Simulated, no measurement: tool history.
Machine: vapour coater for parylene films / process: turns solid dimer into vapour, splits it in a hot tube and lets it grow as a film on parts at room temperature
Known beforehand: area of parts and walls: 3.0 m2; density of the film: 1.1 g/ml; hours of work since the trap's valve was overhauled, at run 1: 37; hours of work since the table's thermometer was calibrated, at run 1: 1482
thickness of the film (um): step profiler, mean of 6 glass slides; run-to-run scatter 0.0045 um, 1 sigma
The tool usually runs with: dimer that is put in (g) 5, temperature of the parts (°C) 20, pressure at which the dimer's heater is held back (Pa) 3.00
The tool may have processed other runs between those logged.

run     day  dimer that is put in (g)  temperature of the parts (°C)  pressure at which the dimer's heater is held back (Pa)  hours of work since the trap's valve was overhauled  hours of work since the table's thermometer was calibrated  thickness of the film (um)
  1   0.000                         5                             20                                                    3.00                                                   37                                                        1482                       1.145
  2   2.325                         5                             20                                                    8.29                                                   67                                                        1512                       1.002
  3   5.017                         5                             20                                                    8.29                                                  102                                                        1547                       0.998
  4   6.821                         5                             20                                                    3.00                                                  125                                                        1571                       1.133
  5   8.550                         5                             20                                                    3.00                                                  148                                                        1593                       1.130
  6  11.275                         5                             20                                                    2.71                                                  183                                                        1628                       1.133
  7  14.029                         5                             20                                                    2.71                                                  219                                                        1664                       1.127
  8  15.625                         2                             20                                                    3.00                                                  239                                                        1684                       0.438
  9  17.288                         5                             20                                                    3.00                                                  261                                                        1706                       1.098
 10  19.133                         5                             20                                                    3.00                                                  285                                                        1730                       1.092
 11  21.521                         4                             20                                                    3.00                                                  316                                                        1761                       0.871
 12  23.196                         4                             20                                                    3.00                                                  337                                                        1782                       0.859
     25.062  -- trap's valve overhauled
 13  25.554                         4                             20                                                    3.00                                                    6                                                        1811                       0.929
 14  26.879                         4                             20                                                    3.00                                                   23                                                        1828                       0.931
 15  28.708                         5                             20                                                    2.98                                                   47                                                        1852                       1.157
 16  30.767                         5                             23                                                    3.00                                                   74                                                        1878                       0.998
 17  32.479                         5                             23                                                    3.00                                                   96                                                        1900                       0.989
 18  35.362                         5                             20                                                   10.60                                                  133                                                        1938                       0.965
 19  37.658                         8                             20                                                    4.87                                                  163                                                        1967                       1.693
 20  39.325                         8                             21                                                    2.88                                                  185                                                        1989                       1.727
 21  42.054                         8                             21                                                    2.89                                                  220                                                        2024                       1.702
 22  43.579                         3                             15                                                    3.00                                                  240                                                        2044                       0.841
 23  45.896                         3                             12                                                   10.38                                                  270                                                        2074                       0.810
 24  48.342                         3                             12                                                   10.38                                                  301                                                        2106                       0.806
 25  49.742                         3                             12                                                   10.38                                                  319                                                        2124                       0.803
 26  51.971                         5                             20                                                    7.77                                                  348                                                        2153                       0.950
     53.092  -- trap's valve overhauled
 27  54.304                         4                             20                                                    7.48                                                   16                                                        2181                       0.831
 28  56.625                         4                             17                                                    7.48                                                   46                                                        2211                       0.944
 29  59.083                         3                             22                                                    2.40                                                   78                                                        2243                       0.642
 30  61.879                         4                             15                                                    3.00                                                  114                                                        2279                       1.145
 31  64.708                         4                             15                                                    3.00                                                  150                                                        2315                       1.142
 32  66.092                         3                             15                                                    3.19                                                  168                                                        2333                       0.840
 33  67.854                         6                             21                                                    4.09                                                  191                                                        2356                       1.230
     69.329  -- table's thermometer calibrated
 34  69.367                         6                             21                                                    4.09                                                  210                                                           1                       1.201
 35  71.792                         5                             21                                                    4.09                                                  241                                                          32                       0.994

4 ways to go on from here, each from the tool as it stands after run 35. What would each give?
  A  73.171                         6                             25                                                    5.30                                                  259                                                          50                           ?
  B  73.171                         5                             14                                                    3.55                                                  259                                                          50                           ?
  C  73.171                         9                             21                                                    9.60                                                  259                                                          50                           ?
  D  73.171                         7                             21                                                    3.96                                                  259                                                          50                           ?

run  thickness of the film (um)
  A                       0.950
  B                       1.391
  C                       1.603
  D                       1.388
With the hidden condition removed and each run's random variation left untouched, the same runs would have given:
run  thickness of the film (um)
  A                       1.016
  B                       1.488
  C                       1.713
  D                       1.484
